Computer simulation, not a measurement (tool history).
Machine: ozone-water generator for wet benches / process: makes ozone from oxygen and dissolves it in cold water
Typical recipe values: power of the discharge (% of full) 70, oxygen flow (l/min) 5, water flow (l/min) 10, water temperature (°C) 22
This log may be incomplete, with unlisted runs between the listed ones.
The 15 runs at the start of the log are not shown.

| run | hour | power of the discharge (% of full) | oxygen flow (l/min) | water flow (l/min) | water temperature (°C) | hours of work since the electrodes were changed | hours of work since the contactor was cleaned | hours of work since the thermometer was calibrated | dissolved ozone (ppm) | ozone in the gas ahead of the water (g/m3) |
|---|---|---|---|---|---|---|---|---|---|---|
| 16 | 1699.9 | 70 | 5 | 10 | 22 | 6188 | 3230 | 487 | 22.9 | 149 |
| 17 | 1856.5 | 95 | 5 | 10 | 22 | 6315 | 3358 | 615 | 28.9 | 189.5 |
| 18 | 1981.9 | 47 | 2.51 | 7 | 22 | 6418 | 3460 | 717 | 22.3 | 155.4 |
| 19 | 2080 | 41 | 5 | 10 | 29 | 6498 | 3540 | 797 | 13.4 | 100 |
| 20 | 2176.7 | 61 | 4.06 | 7 | 24 | 6577 | 3619 | 876 | 24.7 | 148.3 |
| 21 | 2332.8 | 70 | 5 | 10 | 16 | 6704 | 3746 | 1003 | 25.8 | 149.8 |
| 22 | 2398.1 | 70 | 2.55 | 10 | 22 | 6757 | 3800 | 1056 | 23.9 | 208.5 |
| 23 | 2498 | 49 | 8.33 | 12 | 22 | 6839 | 3881 | 1138 | 14.5 | 89.6 |
| 24 | 2623.3 | 93 | 8.01 | 12 | 22 | 6941 | 3983 | 1240 | 23.5 | 148.6 |
| 25 | 2691.1 | 70 | 5 | 10 | 15 | 6996 | 4038 | 1295 | 26.2 | 150.7 |
| 26 | 2764 | 60 | 2.83 | 10 | 22 | 7056 | 4098 | 1355 | 21.3 | 175.8 |
| 27 | 2831.4 | 70 | 7.02 | 10 | 15 | 7110 | 4153 | 1410 | 25.7 | 127.3 |
| 28 | 2971.1 | 72 | 3.85 | 10 | 15 | 7224 | 4267 | 1524 | 27.5 | 175 |
| 29 | 3117.7 | 55 | 8.95 | 10 | 17 | 7344 | 4386 | 1643 | 19.4 | 95.3 |
| 30 | 3274.5 | 58 | 7.7 | 12 | 15 | 7472 | 4514 | 1771 | 19.7 | 105.1 |
| 31 | 3379.4 | 55 | 5.55 | 7 | 19 | 7557 | 4600 | 1857 | 24.5 | 119 |
| 32 | 3466.1 | 55 | 5.55 | 11 | 19 | 7628 | 4671 | 1927 | 18.9 | 120 |
| 33 | 3541.8 | 55 | 5.55 | 11 | 19 | 7690 | 4732 | 1989 | 19.1 | 119.1 |
| 34 | 3664.7 | 55 | 8.47 | 6 | 19 | 7790 | 4833 | 2089 | 23.5 | 97.3 |

Predict each of these 3 candidate next runs independently; none follows another, all start after run 34:
| A | 3797.5 | 53 | 6.37 | 10 | 29 | 7898 | 4941 | 2198 | ? | ? |
| B | 3797.5 | 70 | 6.29 | 8 | 29 | 7898 | 4941 | 2198 | ? | ? |
| C | 3797.5 | 42 | 5 | 10 | 27 | 7898 | 4941 | 2198 | ? | ? |

| run | dissolved ozone (ppm) | ozone in the gas ahead of the water (g/m3) |
|---|---|---|
| A | 15.2 | 108.9 |
| B | 21.3 | 135.7 |
| C | 14.3 | 103.1 |
Without the tool's unlogged condition, the same runs would have read:
| run | dissolved ozone (ppm) | ozone in the gas ahead of the water (g/m3) |
|---|---|---|
| A | 15.2 | 109.1 |
| B | 21.3 | 136 |
| C | 14.3 | 103.2 |
